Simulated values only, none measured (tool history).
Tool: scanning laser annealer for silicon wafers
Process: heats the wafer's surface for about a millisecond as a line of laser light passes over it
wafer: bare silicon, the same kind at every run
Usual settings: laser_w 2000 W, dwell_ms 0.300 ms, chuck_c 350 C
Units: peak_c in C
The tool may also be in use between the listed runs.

| run | hour | laser_w | dwell_ms | chuck_c | peak_c |
|---|---|---|---|---|---|
| 1 | 0.0 | 2000 | 0.300 | 350 | 1070 |
| 2 | 16.2 | 2000 | 0.300 | 350 | 1068 |
| 3 | 26.2 | 2000 | 0.300 | 350 | 1070 |
| 4 | 39.0 | 2000 | 0.300 | 350 | 1075 |
| 5 | 56.5 | 2000 | 0.300 | 350 | 1070 |
| 6 | 74.0 | 2000 | 0.300 | 350 | 1072 |
| 7 | 89.1 | 2000 | 0.271 | 350 | 1036 |
| 8 | 103.3 | 2113 | 0.271 | 350 | 1088 |
| 9 | 120.4 | 2113 | 0.271 | 350 | 1091 |
| 10 | 130.5 | 2113 | 0.271 | 350 | 1090 |
| 11 | 138.9 | 2113 | 0.271 | 350 | 1087 |
| 12 | 154.8 | 2113 | 0.271 | 350 | 1088 |
| 13 | 166.3 | 2113 | 0.271 | 350 | 1087 |
| 14 | 180.1 | 1926 | 0.333 | 331 | 1052 |
| 15 | 188.2 | 1926 | 0.211 | 331 | 911 |
| 16 | 204.8 | 1846 | 0.211 | 332 | 881 |
| 17 | 224.8 | 1839 | 0.358 | 318 | 1024 |
| 18 | 242.2 | 1839 | 0.358 | 318 | 1020 |
| 19 | 253.2 | 1839 | 0.358 | 318 | 1016 |
| 20 | 270.4 | 2000 | 0.300 | 380 | 1103 |
| 21 | 285.5 | 2199 | 0.368 | 342 | 1240 |
| 22 | 304.6 | 2134 | 0.300 | 313 | 1100 |

Not shown: 1 entry that the log had between the listed runs. Between which runs, and how does the tool's hidden state differ before and after?
Between runs 6 and 7: optics aligned, line set to its width (hour 87.2)
  width of the line over the set one, %: 0.02 -> 0
